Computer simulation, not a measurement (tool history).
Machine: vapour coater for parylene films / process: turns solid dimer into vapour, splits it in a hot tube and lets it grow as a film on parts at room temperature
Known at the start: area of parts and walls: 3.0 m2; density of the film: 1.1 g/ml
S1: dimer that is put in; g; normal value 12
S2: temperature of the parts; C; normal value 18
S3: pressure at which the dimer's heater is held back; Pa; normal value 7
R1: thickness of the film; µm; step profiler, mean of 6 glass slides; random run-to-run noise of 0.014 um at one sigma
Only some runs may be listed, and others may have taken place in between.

{"run": 1, "hour": 0.0, "S1": 12, "S2": 18, "S3": 7, "R1": 2.58}
{"run": 2, "hour": 15.6, "S1": 12, "S2": 10, "S3": 7, "R1": 3.35}
{"run": 3, "hour": 34.4, "S1": 12, "S2": 18, "S3": 7, "R1": 2.61}
{"run": 4, "hour": 48.6, "S1": 12, "S2": 18, "S3": 7, "R1": 2.6}
{"run": 5, "hour": 65.4, "S1": 12, "S2": 18, "S3": 7, "R1": 2.63}
{"run": 6, "hour": 78.5, "S1": 12, "S2": 14, "S3": 7, "R1": 2.97}
{"run": 7, "hour": 98.1, "S1": 12, "S2": 14, "S3": 7, "R1": 3}
{"run": 8, "hour": 116.6, "S1": 12, "S2": 14, "S3": 7, "R1": 2.99}
{"run": 9, "hour": 141.7, "S1": 12, "S2": 14, "S3": 7, "R1": 2.97}
{"run": 10, "hour": 159.6, "S1": 12, "S2": 14, "S3": 7, "R1": 2.99}
{"run": 11, "hour": 180.8, "S1": 13, "S2": 17, "S3": 11.64, "R1": 2.65}
{"run": 12, "hour": 205.2, "S1": 7, "S2": 17, "S3": 11.64, "R1": 1.43}
{"run": 13, "hour": 220.5, "S1": 17, "S2": 18, "S3": 7, "R1": 3.74}
{"run": 14, "hour": 238.4, "S1": 9, "S2": 18, "S3": 4.6, "R1": 2.18}
{"run": 15, "hour": 252.1, "S1": 9, "S2": 12, "S3": 3.82, "R1": 2.72}

3 ways to go on from here, each from the tool as it stands after run 15. What would each give?
{"run": "A", "hour": 267.0, "S1": 13, "S2": 12, "S3": 3.57, "R1": "?"}
{"run": "B", "hour": 267.0, "S1": 8, "S2": 12, "S3": 3.82, "R1": "?"}
{"run": "C", "hour": 267.0, "S1": 15, "S2": 21, "S3": 3.82, "R1": "?"}

run=A R1=3.93
run=B R1=2.43
run=C R1=3.44
With the hidden condition removed and each run's random variation left untouched, the same runs would have given:
run=A R1=3.86
run=B R1=2.38
run=C R1=3.38

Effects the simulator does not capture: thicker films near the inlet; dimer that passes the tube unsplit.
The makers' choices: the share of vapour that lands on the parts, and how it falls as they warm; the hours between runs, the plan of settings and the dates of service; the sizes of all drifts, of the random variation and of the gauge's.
